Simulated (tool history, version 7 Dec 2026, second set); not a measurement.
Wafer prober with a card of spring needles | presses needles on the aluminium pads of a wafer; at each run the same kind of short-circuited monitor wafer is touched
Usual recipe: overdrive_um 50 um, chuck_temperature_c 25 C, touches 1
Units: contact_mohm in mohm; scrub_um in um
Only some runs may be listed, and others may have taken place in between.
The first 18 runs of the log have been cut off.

run	hour	overdrive_um	chuck_temperature_c	touches	contact_mohm	scrub_um
19	138.2	35	88	2	270	6.14
# hour 147.3: tips cleaned on abrasive film
20	147.9	30	53	1	258	5.27
21	153.5	30	106	1	271	5.29
22	157.7	46	115	2	266	8.07
23	167.0	50	25	1	239	8.78
24	172.7	49	61	1	246	8.64
25	176.8	49	61	1	253	8.59
26	183.0	49	61	1	251	8.65
# hour 192.0: tips cleaned on abrasive film
27	192.9	35	35	2	246	6.11
28	200.7	35	35	2	250	6.16
29	209.6	35	35	2	244	6.15
30	218.7	40	45	2	251	7.01
31	228.7	50	25	1	237	8.81
# hour 236.3: tips cleaned on abrasive film
32	236.3	42	25	1	241	7.42
33	241.3	42	48	3	249	7.36
34	249.7	59	55	2	242	10.38
35	253.9	32	25	2	250	5.61
36	258.3	49	42	1	242	8.60

Below are 4 alternative next runs, each starting from the tool's condition after run 36. Predict each:
A	263.9	60	42	1	?	?
B	263.9	43	41	1	?	?
C	263.9	31	40	1	?	?
D	263.9	66	33	1	?	?

run	contact_mohm	scrub_um
A	238	10.56
B	248	7.58
C	254	5.45
D	240	11.60
Without the tool's hidden state the same runs would have given:
run	contact_mohm	scrub_um
A	237	10.56
B	247	7.58
C	253	5.45
D	240	11.60
